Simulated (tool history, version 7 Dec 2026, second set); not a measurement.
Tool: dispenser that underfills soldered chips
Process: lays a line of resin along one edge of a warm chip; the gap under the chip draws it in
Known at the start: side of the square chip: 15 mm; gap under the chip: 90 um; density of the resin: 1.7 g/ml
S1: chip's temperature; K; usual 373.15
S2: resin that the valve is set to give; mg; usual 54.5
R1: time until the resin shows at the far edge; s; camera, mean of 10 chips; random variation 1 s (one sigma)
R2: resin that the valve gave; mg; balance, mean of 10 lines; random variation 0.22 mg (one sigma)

run	hour	S1	S2	R1	R2
1	0	373.15	54.5	111.2	54.29
2	5.8	373.15	49.4	154.2	48.89
# hour 6.6: new syringe of resin
3	11	373.15	49.4	124.1	48.76
# hour 16: new syringe of resin
4	17.2	373.15	49.4	107.2	48.95
5	21.7	373.15	49.4	136.5	48.49
# hour 25.3: new syringe of resin
6	28.3	373.15	46.6	116.7	45.54
7	31.8	373.15	63.1	133.5	62.28
# hour 34.9: new syringe of resin
8	37.2	373.15	63.1	111	61.34
# hour 44.2: new syringe of resin
9	44.2	373.15	63.1	97.2	61.39
10	47.7	373.15	63.1	116.1	61.63
# hour 53.3: new syringe of resin
11	53.3	373.15	63.1	98.7	61.47
12	58.9	373.15	68	132.5	65.83
# hour 62.4: new syringe of resin
13	65.3	373.15	68	112.9	65.45
# hour 71.8: new syringe of resin
14	72.3	373.15	70.6	99	67.77
15	75.8	373.15	55.6	120.5	53.21
# hour 80.9: new syringe of resin
16	82.2	373.15	55.6	109	53.16
17	85.4	373.15	55.6	127.6	53.01
18	88.9	373.15	54.5	151.6	52.1
# hour 90.3: new syringe of resin
19	94.6	363.15	52.4	179.6	49.86
# hour 99.8: new syringe of resin
20	101.1	362.15	48.4	162	46.02
21	107.9	361.15	53.9	235.4	51.14
# hour 108.9: new syringe of resin
22	115.3	375.15	54.5	127.4	51.37
# hour 118.1: new syringe of resin
23	120.3	385.15	51.5	75.3	48.62
24	124	379.15	53.4	111.4	50.28
# hour 127.1: new syringe of resin
25	127.5	364.15	60.7	138.2	56.74
26	132.8	366.15	54.5	170.5	51.06
# hour 136.2: new syringe of resin
27	140.3	382.15	57.9	93.1	53.67
# hour 144.2: dispensing valve cleaned and set on the balance
# hour 146.6: new syringe of resin
28	148.7	374.15	49.1	109.8	49.06
29	153	365.15	55.6	183.5	55.33
# hour 155.7: new syringe of resin
30	156.3	365.15	55.6	135.9	55.22
31	161.4	359.15	55.6	222.3	54.9
# hour 165.1: new syringe of resin
32	168.5	359.15	55.6	200.5	54.76
# hour 174.2: new syringe of resin
33	174.2	380.15	65.2	75.6	64.24
34	179.2	380.15	65.2	100	64.04
# hour 183.5: new syringe of resin
35	183.5	380.15	65.2	76.3	64.22

The same runs without the tool's hidden state, with the same run-to-run variation:
The hidden state here: resin's viscosity, % of fresh resin's; dose that the valve gives, % of what is set; true chip temperature over the reading, C; drift of the gauge itself on fill_s, %; drift of the gauge itself on given_mg, %.
run	R1	R2
1	96.2	54.65
2	98.6	49.35
3	97.7	49.33
4	98	49.67
5	99.1	49.29
6	99.3	46.43
7	95.2	63.6
8	97.1	62.79
9	96	63.05
10	95.4	63.42
11	96.2	63.39
12	96	68.08
13	95.7	67.89
14	95.9	70.53
15	96.6	55.47
16	97.9	55.58
17	97	55.5
18	95.6	54.65
19	139.6	52.43
20	147.6	48.55
21	150.4	54.14
22	89.6	54.56
23	65	51.75
24	79.1	53.61
25	132.7	60.6
26	123.6	54.7
27	71.6	57.7
28	95.5	49.14
29	127.1	55.54
30	128.8	55.51
31	161.8	55.32
32	163.6	55.35
33	74.9	65.1
34	76.3	65.05
35	75	65.37
